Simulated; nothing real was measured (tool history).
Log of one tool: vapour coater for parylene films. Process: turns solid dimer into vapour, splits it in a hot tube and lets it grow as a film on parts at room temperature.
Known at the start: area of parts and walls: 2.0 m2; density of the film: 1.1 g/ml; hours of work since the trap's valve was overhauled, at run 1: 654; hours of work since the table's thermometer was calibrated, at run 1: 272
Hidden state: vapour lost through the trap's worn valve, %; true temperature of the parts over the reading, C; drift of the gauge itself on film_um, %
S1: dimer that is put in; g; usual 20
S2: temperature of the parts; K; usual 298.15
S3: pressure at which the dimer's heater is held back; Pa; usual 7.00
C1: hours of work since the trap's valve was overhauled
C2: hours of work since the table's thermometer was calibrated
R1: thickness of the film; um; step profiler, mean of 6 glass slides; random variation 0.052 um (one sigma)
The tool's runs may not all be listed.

run,day,S1,S2,S3,C1,C2,R1
1,0.000,20,298.15,7.00,654,272,5.27
# day 0.583: trap's valve overhauled
2,1.538,20,298.15,7.00,20,302,5.97
3,4.417,20,298.15,3.76,82,363,6.18
4,7.567,14,298.15,7.00,149,431,4.08
5,10.333,14,298.15,7.00,209,490,4.05
6,11.867,20,298.15,7.00,241,523,5.73
# day 12.079: table's thermometer calibrated
7,14.375,11,298.15,3.67,294,49,3.27
8,17.004,11,298.15,3.67,350,105,3.28
9,19.621,10,302.15,2.27,406,161,2.66
10,22.954,26,294.15,3.29,478,233,8.55
11,25.983,26,294.15,3.29,543,298,8.47
# day 27.612: table's thermometer calibrated, once more
12,28.162,30,307.15,11.03,588,12,5.97

Forecast each of these 3 alternatives for the next run:
A,30.162,9,298.15,7.00,631,55,?
B,30.162,29,298.15,11.03,631,55,?
C,30.162,20,298.15,2.18,631,55,?

run,R1
A,2.43
B,7.46
C,5.67
Without the tool's hidden state the same runs would have given:
run,R1
A,2.75
B,8.47
C,6.43
